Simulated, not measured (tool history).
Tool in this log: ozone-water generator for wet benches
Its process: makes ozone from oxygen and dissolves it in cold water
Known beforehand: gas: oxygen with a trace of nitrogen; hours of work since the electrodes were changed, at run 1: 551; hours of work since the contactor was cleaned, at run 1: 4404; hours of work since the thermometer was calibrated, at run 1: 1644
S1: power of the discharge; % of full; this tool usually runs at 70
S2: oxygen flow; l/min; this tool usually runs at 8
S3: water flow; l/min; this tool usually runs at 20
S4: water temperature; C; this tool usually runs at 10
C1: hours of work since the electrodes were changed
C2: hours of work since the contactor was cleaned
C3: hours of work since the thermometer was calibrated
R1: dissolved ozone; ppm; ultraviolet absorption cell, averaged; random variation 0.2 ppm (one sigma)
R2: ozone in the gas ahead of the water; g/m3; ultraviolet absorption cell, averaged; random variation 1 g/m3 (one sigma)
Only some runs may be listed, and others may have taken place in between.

Run 1, day 0: usual settings; C1 551; C2 4404; C3 1644. Result: R1 28.8 ppm, R2 178.6 g/m3.
Run 2, day 1.962: usual settings; C1 585; C2 4438; C3 1679. Result: R1 28.3 ppm, R2 178 g/m3.
Run 3, day 3.883: usual settings; C1 619; C2 4472; C3 1712. Result: R1 28.5 ppm, R2 179.4 g/m3.
Run 4, day 5.85: usual settings; C1 654; C2 4507; C3 1747. Result: R1 28.4 ppm, R2 177.6 g/m3.
Run 5, day 6.85: usual settings; C1 671; C2 4524; C3 1765. Result: R1 28.3 ppm, R2 180 g/m3.
Run 6, day 8.471: usual settings; C1 700; C2 4553; C3 1793. Result: R1 28.2 ppm, R2 176.7 g/m3.
Run 7, day 10.425: usual settings; C1 734; C2 4587; C3 1828. Result: R1 28.5 ppm, R2 178.1 g/m3.
Run 8, day 11.375: usual settings but S3 32 l/min; C1 751; C2 4604; C3 1844. Result: R1 19.3 ppm, R2 178.8 g/m3.
Run 9, day 13.371: usual settings; C1 786; C2 4639; C3 1879. Result: R1 28.2 ppm, R2 177.4 g/m3.
Run 10, day 15.225: usual settings; C1 819; C2 4672; C3 1912. Result: R1 28.6 ppm, R2 177.9 g/m3.
Run 11, day 17.046: usual settings but S4 17 C; C1 851; C2 4704; C3 1944. Result: R1 25.1 ppm, R2 178.4 g/m3.
Run 12, day 18.817: usual settings but S4 17 C; C1 882; C2 4735; C3 1975. Result: R1 25.2 ppm, R2 178.3 g/m3.
Run 13, day 20.196: usual settings but S4 17 C; C1 906; C2 4759; C3 1999. Result: R1 25.2 ppm, R2 178.3 g/m3.
Run 14, day 21.096: usual settings; C1 922; C2 4775; C3 2015. Result: R1 28.1 ppm, R2 178.1 g/m3.
Run 15, day 22.429: usual settings; C1 945; C2 4798; C3 2039. Result: R1 28.3 ppm, R2 177.4 g/m3.
Run 16, day 23.408: usual settings; C1 963; C2 4816; C3 2056. Result: R1 28.2 ppm, R2 178 g/m3.
Run 17, day 25.362: usual settings; C1 997; C2 4850; C3 2090. Result: R1 28.9 ppm, R2 176.7 g/m3.
Run 18, day 26.354: usual settings; C1 1015; C2 4868; C3 2108. Result: R1 28.2 ppm, R2 177.3 g/m3.
Run 19, day 28.267: usual settings but S2 5.63 l/min, S3 16 l/min, S4 6 C; C1 1048; C2 4901; C3 2142. Result: R1 33 ppm, R2 199.1 g/m3.
Run 20, day 29.117: usual settings but S2 5.63 l/min, S3 26 l/min, S4 6 C; C1 1063; C2 4916; C3 2156. Result: R1 21.6 ppm, R2 199.3 g/m3.
Run 21, day 31.104: usual settings but S1 46 % of full, S2 13.61 l/min, S3 17 l/min, S4 16 C; C1 1098; C2 4951; C3 2191. Result: R1 22.8 ppm, R2 117 g/m3.
Run 22, day 32.062: usual settings but S1 89 % of full, S2 13.61 l/min, S3 13 l/min, S4 16 C; C1 1115; C2 4968; C3 2208. Result: R1 37.4 ppm, R2 170.5 g/m3.
Run 23, day 33.233: usual settings but S1 51 % of full, S2 7.1 l/min, S3 13 l/min, S4 17 C; C1 1136; C2 4989; C3 2229. Result: R1 27.2 ppm, R2 153.7 g/m3.
Run 24, day 34.212: usual settings but S4 8 C; C1 1153; C2 5006; C3 2246. Result: R1 29.2 ppm, R2 178.1 g/m3.
Run 25, day 35.304: usual settings but S4 11 C; C1 1172; C2 5025; C3 2265. Result: R1 27.9 ppm, R2 176.5 g/m3.
Run 26, day 36.683: usual settings but S1 80 % of full, S2 4.05 l/min, S4 13 C; C1 1196; C2 5049; C3 2290. Result: R1 24.8 ppm, R2 239 g/m3.
Run 27, day 37.779: usual settings but S1 66 % of full, S2 7.29 l/min, S3 21 l/min, S4 9 C; C1 1216; C2 5069; C3 2309. Result: R1 26.3 ppm, R2 176.9 g/m3.
At day 38.733: contactor cleaned.
Run 28, day 39.475: usual settings but S1 66 % of full, S2 7.29 l/min, S3 21 l/min, S4 9 C; C1 1242; C2 13; C3 2336. Result: R1 27.1 ppm, R2 177.7 g/m3.
Run 29, day 40.625: usual settings but S1 60 % of full, S2 7.29 l/min, S3 21 l/min, S4 17 C; C1 1263; C2 33; C3 2356. Result: R1 22.8 ppm, R2 167.6 g/m3.
Run 30, day 41.425: usual settings but S4 6 C; C1 1277; C2 47; C3 2370. Result: R1 31.1 ppm, R2 177.9 g/m3.
Run 31, day 42.767: usual settings but S1 74 % of full, S2 4.4 l/min, S4 11 C; C1 1300; C2 71; C3 2394. Result: R1 25.8 ppm, R2 222.9 g/m3.
Run 32, day 44.712: usual settings but S1 74 % of full, S2 4.4 l/min, S4 11 C; C1 1335; C2 105; C3 2428. Result: R1 25.4 ppm, R2 222.3 g/m3.
Run 33, day 46.2: usual settings but S1 53 % of full, S2 13.39 l/min, S3 18 l/min, S4 14 C; C1 1361; C2 131; C3 2454. Result: R1 25.7 ppm, R2 126.8 g/m3.
Run 34, day 48.092: usual settings but S1 53 % of full, S2 6.27 l/min, S3 18 l/min, S4 14 C; C1 1394; C2 165; C3 2488. Result: R1 23.8 ppm, R2 163.6 g/m3.

Here are 3 independent what-if runs from the current tool condition. What would each one return?
Run A, day 49.904: usual settings but S1 94 % of full, S2 6.27 l/min, S3 26 l/min, S4 14 C; C1 1426; C2 197; C3 2519. Result: R1 ?, R2 ?.
Run B, day 49.904: usual settings but S2 5.74 l/min, S3 16 l/min, S4 17 C; C1 1426; C2 197; C3 2519. Result: R1 ?, R2 ?.
Run C, day 49.904: usual settings but S1 67 % of full, S3 14 l/min, S4 5 C; C1 1426; C2 197; C3 2519. Result: R1 ?, R2 ?.

run    R1     R2
  A  24.9  229.3
  B  29.4  196.5
  C  38.9    173
What these runs would have given with no unlogged condition in the tool:
run    R1     R2
  A  25.5  233.1
  B  29.9  199.3
  C  39.6  175.4
